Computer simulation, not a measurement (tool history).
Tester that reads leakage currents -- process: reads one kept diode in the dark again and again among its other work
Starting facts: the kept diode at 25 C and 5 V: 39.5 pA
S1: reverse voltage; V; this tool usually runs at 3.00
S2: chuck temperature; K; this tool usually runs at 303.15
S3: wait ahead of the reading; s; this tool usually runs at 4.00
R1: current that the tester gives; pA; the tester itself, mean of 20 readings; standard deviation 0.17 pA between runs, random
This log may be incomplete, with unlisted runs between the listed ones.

{"run": 1, "hour": 0.0, "S1": 3.0, "S2": 303.15, "S3": 4.0, "R1": 51.67}
{"run": 2, "hour": 91.7, "S1": 3.0, "S2": 303.15, "S3": 4.0, "R1": 52.05}
{"run": 3, "hour": 175.4, "S1": 3.0, "S2": 303.15, "S3": 4.0, "R1": 51.34}
{"run": 4, "hour": 271.9, "S1": 3.0, "S2": 303.15, "S3": 4.0, "R1": 51.54}
{"run": 5, "hour": 346.1, "S1": 3.0, "S2": 303.15, "S3": 4.0, "R1": 51.03}
{"run": 6, "hour": 428.4, "S1": 5.0, "S2": 303.15, "S3": 4.0, "R1": 59.46}
{"run": 7, "hour": 539.2, "S1": 5.0, "S2": 303.15, "S3": 4.0, "R1": 59.36}
{"run": 8, "hour": 597.6, "S1": 3.0, "S2": 300.15, "S3": 2.75, "R1": 38.89}
{"run": 9, "hour": 675.8, "S1": 1.95, "S2": 303.15, "S3": 4.0, "R1": 43.86}
{"run": 10, "hour": 779.4, "S1": 1.95, "S2": 303.15, "S3": 4.0, "R1": 43.72}
{"run": 11, "hour": 836.7, "S1": 14.52, "S2": 303.15, "S3": 1.43, "R1": 84.33}
{"run": 12, "hour": 886.1, "S1": 1.67, "S2": 303.15, "S3": 4.0, "R1": 41.51}

Same runs, no hidden state in the tool, same run-to-run variation:
Hidden state at play: stray current of the dirty probe card, pA a volt; current scale over the true one, %; true chuck temperature over the reading, C; drift of the gauge itself on leakage_pa, %.
run=1 R1=52.93
run=2 R1=53.56
run=3 R1=53.02
run=4 R1=53.44
run=5 R1=53.13
run=6 R1=62.01
run=7 R1=62.26
run=8 R1=40.96
run=9 R1=46.49
run=10 R1=46.58
run=11 R1=88.44
run=12 R1=44.48
